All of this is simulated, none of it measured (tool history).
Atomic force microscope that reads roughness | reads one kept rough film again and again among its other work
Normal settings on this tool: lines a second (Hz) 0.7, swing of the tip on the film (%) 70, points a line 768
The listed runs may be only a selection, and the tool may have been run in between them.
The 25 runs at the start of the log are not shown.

run,hour,lines a second (Hz),swing of the tip on the film (%),points a line,roughness of the kept film (nm (root mean square))
26,274.8,0.931,89,547,5.05
27,283.2,1.116,88,875,4.989
28,296,1.172,64,378,5.068
29,305.5,0.666,56,566,5.041
30,317.3,0.725,76,409,4.93
31,328.1,0.725,72,409,4.936
32,337.6,0.725,72,409,4.887
33,346.3,0.7,56,768,4.858
34,356.1,0.7,56,768,4.803
# hour 364.5: new tip fitted
35,365.1,2.979,70,929,5.28
36,374.8,0.7,69,832,5.452
37,386.5,0.7,69,832,5.358
38,392.8,0.7,69,832,5.345
39,400.3,1.323,86,768,5.18
40,411.2,2.81,70,768,5.087
41,424,0.586,88,536,5.106
42,431.5,0.586,88,536,5.114
43,445.6,0.586,88,536,5.06
44,459.7,1.032,88,327,4.869
45,469,0.65,61,603,5.021
46,475.5,0.7,89,441,4.846
47,487.7,0.7,89,441,4.781

Predict each of these 3 candidate next runs independently; none follows another, all start after run 47:
A,497.6,1.083,70,768,?
B,497.6,2.659,70,768,?
C,497.6,3.551,70,816,?

run,roughness of the kept film (nm (root mean square))
A,4.859
B,4.737
C,4.642
Stripped of hidden state, with their random variation kept, the same runs would have yielded:
run,roughness of the kept film (nm (root mean square))
A,5.52
B,5.382
C,5.274

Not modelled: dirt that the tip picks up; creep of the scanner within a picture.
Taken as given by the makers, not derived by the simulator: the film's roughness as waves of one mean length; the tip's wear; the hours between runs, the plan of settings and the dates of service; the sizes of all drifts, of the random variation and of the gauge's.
